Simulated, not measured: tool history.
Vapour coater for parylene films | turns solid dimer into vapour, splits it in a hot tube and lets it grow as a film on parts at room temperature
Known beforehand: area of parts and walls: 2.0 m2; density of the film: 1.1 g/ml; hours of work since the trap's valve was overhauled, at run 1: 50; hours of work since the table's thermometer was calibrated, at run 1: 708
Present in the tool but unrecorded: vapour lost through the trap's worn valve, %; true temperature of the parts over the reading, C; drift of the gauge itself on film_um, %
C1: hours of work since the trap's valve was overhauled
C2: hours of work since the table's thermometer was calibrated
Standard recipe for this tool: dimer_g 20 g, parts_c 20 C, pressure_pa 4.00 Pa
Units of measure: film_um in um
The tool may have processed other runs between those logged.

run 1 day=0.000 | dimer_g=20 parts_c=20 pressure_pa=4.00 | C1=50 C2=708 | film_um=5.54
run 2 day=0.704 | dimer_g=20 parts_c=20 pressure_pa=4.00 | C1=65 C2=723 | film_um=5.52
run 3 day=1.067 | dimer_g=20 parts_c=20 pressure_pa=4.00 | C1=72 C2=731 | film_um=5.48
run 4 day=1.512 | dimer_g=23 parts_c=20 pressure_pa=4.00 | C1=82 C2=740 | film_um=6.37
run 5 day=2.221 | dimer_g=23 parts_c=20 pressure_pa=4.39 | C1=97 C2=755 | film_um=6.27
run 6 day=3.058 | dimer_g=23 parts_c=20 pressure_pa=4.39 | C1=114 C2=772 | film_um=6.14
run 7 day=3.888 | dimer_g=12 parts_c=30 pressure_pa=7.41 | C1=131 C2=790 | film_um=1.92
run 8 day=4.575 | dimer_g=13 parts_c=21 pressure_pa=7.43 | C1=146 C2=804 | film_um=3.03
run 9 day=5.225 | dimer_g=13 parts_c=21 pressure_pa=7.43 | C1=159 C2=818 | film_um=3.04
run 10 day=5.908 | dimer_g=13 parts_c=21 pressure_pa=7.43 | C1=174 C2=832 | film_um=3.03
run 11 day=6.438 | dimer_g=13 parts_c=21 pressure_pa=7.43 | C1=185 C2=843 | film_um=3.01

Subtracting, for every run, the result it would have given without the tool's unlogged condition from the measured result gives the following. The same run-to-run variation enters both numbers; the gauge's scatter may not:
run=1 film_um=-0.25
run=2 film_um=-0.26
run=3 film_um=-0.28
run=4 film_um=-0.34
run=5 film_um=-0.36
run=6 film_um=-0.38
run=7 film_um=-0.13
run=8 film_um=-0.21
run=9 film_um=-0.22
run=10 film_um=-0.24
run=11 film_um=-0.24
